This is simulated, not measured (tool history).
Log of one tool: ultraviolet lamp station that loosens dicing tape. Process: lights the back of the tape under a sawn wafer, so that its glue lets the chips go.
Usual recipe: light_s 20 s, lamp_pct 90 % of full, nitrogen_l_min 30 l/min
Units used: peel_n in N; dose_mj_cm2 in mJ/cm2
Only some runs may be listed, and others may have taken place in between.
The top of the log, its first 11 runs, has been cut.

run,hour,light_s,lamp_pct,nitrogen_l_min,peel_n,dose_mj_cm2
12,366.5,20,90,30,0.320,279
13,409.2,11,90,30,0.817,152
14,444.6,11,90,30,0.813,153
15,497.1,33,90,30,0.173,450
16,529.6,33,90,30,0.180,447
17,564.8,20,90,30,0.338,270
18,592.8,20,88,30,0.367,259
19,614.9,20,88,30,0.374,257
20,650.1,20,88,30,0.367,256
21,673.1,20,88,30,0.380,253
22,724.0,28,88,30,0.243,358
23,747.2,12,90,30,0.848,150
# hour 751.8: window cleaned of glue's vapour
24,793.3,12,90,30,0.947,146
25,824.1,23,70,30,0.513,208
26,858.3,32,70,39,0.286,286
27,904.0,37,95,45,0.166,442
28,949.9,20,87,10,0.766,215
29,986.1,21,90,50,0.393,230
# hour 1028.5: window cleaned of glue's vapour, once more
30,1038.7,20,91,37,0.307,277
31,1076.9,20,91,37,0.322,272
32,1114.1,20,68,37,0.504,207
33,1160.9,11,65,10,1.673,107
34,1192.4,18,65,16,0.886,169
35,1222.3,13,72,9,1.405,135
36,1267.2,13,72,9,1.376,133

Forecast run 37:
37,1307.1,12,72,9,?,?

peel_n: 1.442 N
dose_mj_cm2: 120 mJ/cm2
Had the tool carried no hidden state, the very same run would have given peel_n 1.148 N, dose_mj_cm2 152 mJ/cm2.
